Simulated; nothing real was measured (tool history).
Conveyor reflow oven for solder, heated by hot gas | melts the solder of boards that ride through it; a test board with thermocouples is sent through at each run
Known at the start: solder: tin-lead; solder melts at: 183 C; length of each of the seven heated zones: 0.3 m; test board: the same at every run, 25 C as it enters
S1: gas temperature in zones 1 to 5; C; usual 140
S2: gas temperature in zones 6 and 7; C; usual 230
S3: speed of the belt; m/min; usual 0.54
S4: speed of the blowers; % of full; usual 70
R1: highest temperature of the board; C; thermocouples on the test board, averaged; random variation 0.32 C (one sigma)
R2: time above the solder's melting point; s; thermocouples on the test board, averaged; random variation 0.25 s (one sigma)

| run | hour | S1 | S2 | S3 | S4 | R1 | R2 |
|---|---|---|---|---|---|---|---|
| 1 | 0 | 140 | 230 | 0.54 | 70 | 211.3 | 45.1 |
| 2 | 5.7 | 140 | 230 | 0.54 | 70 | 210.8 | 45.3 |
| 3 | 11.9 | 140 | 230 | 0.54 | 70 | 211 | 45.3 |
| 4 | 20.2 | 140 | 230 | 0.573 | 70 | 208.3 | 40.4 |
| 5 | 25.6 | 140 | 230 | 0.573 | 70 | 208.8 | 40.5 |
| 6 | 33.9 | 140 | 230 | 0.566 | 70 | 209 | 41.9 |
| 7 | 41.9 | 140 | 230 | 0.566 | 70 | 209.1 | 41.4 |
| 8 | 48.4 | 140 | 230 | 0.566 | 70 | 208.7 | 41.5 |
| 9 | 58.8 | 140 | 230 | 0.54 | 70 | 210.5 | 45.1 |
| 10 | 63.6 | 140 | 230 | 0.54 | 70 | 210.3 | 45.4 |
| 11 | 70 | 152 | 230 | 0.54 | 70 | 213.1 | 51.9 |
| 12 | 74.9 | 140 | 230 | 0.59 | 70 | 207.3 | 38.1 |
|  | 81.4 | flux residue cleaned out of gas plates and filters |
| 13 | 85.6 | 140 | 230 | 0.59 | 70 | 212.7 | 43.5 |
| 14 | 95.7 | 140 | 230 | 0.59 | 70 | 212.3 | 43 |
| 15 | 102.6 | 140 | 230 | 0.517 | 70 | 216.2 | 52.9 |
| 16 | 107.6 | 140 | 229 | 0.53 | 70 | 214.9 | 50.5 |
| 17 | 115.5 | 140 | 229 | 0.53 | 70 | 215 | 50.6 |
| 18 | 121.5 | 140 | 229 | 0.53 | 70 | 214.7 | 50.8 |
| 19 | 128.9 | 147 | 229 | 0.54 | 70 | 215.6 | 52.2 |
|  | 133.6 | belt drive overhauled, speed set with a stopwatch |
| 20 | 142.5 | 140 | 230 | 0.54 | 71 | 215.1 | 49.7 |
| 21 | 151 | 127 | 230 | 0.597 | 70 | 209.7 | 36.9 |
| 22 | 158.3 | 127 | 230 | 0.597 | 66 | 207.3 | 35.4 |
| 23 | 166.9 | 127 | 230 | 0.597 | 66 | 208.1 | 35.1 |
| 24 | 172.6 | 127 | 230 | 0.597 | 66 | 207.9 | 35.1 |
| 25 | 181.1 | 127 | 230 | 0.597 | 66 | 207.6 | 34.7 |
|  | 187.8 | belt drive overhauled, speed set with a stopwatch, once more |
| 26 | 194.9 | 153 | 230 | 0.562 | 87 | 218.5 | 55.3 |
| 27 | 201 | 144 | 227 | 0.484 | 70 | 215.8 | 57.6 |
| 28 | 209 | 132 | 230 | 0.54 | 70 | 212.6 | 45.4 |
| 29 | 218.8 | 132 | 230 | 0.54 | 70 | 212.5 | 44.9 |
| 30 | 224.6 | 151 | 221 | 0.54 | 70 | 208.2 | 48.5 |

4 ways to go on from here, each from the tool as it stands after run 30. What would each give?
| A | 233.6 | 136 | 230 | 0.562 | 50 | ? | ? |
| B | 233.6 | 135 | 230 | 0.54 | 70 | ? | ? |
| C | 233.6 | 139 | 221 | 0.54 | 82 | ? | ? |
| D | 233.6 | 132 | 221 | 0.54 | 70 | ? | ? |

| run | R1 | R2 |
|---|---|---|
| A | 204.5 | 35.3 |
| B | 213.7 | 46.1 |
| C | 209 | 45.4 |
| D | 205.1 | 38.3 |
Without the tool's hidden state the same runs would have given:
| run | R1 | R2 |
|---|---|---|
| A | 206.4 | 37.2 |
| B | 215.8 | 47.7 |
| C | 211.1 | 47.3 |
| D | 207.2 | 40.5 |
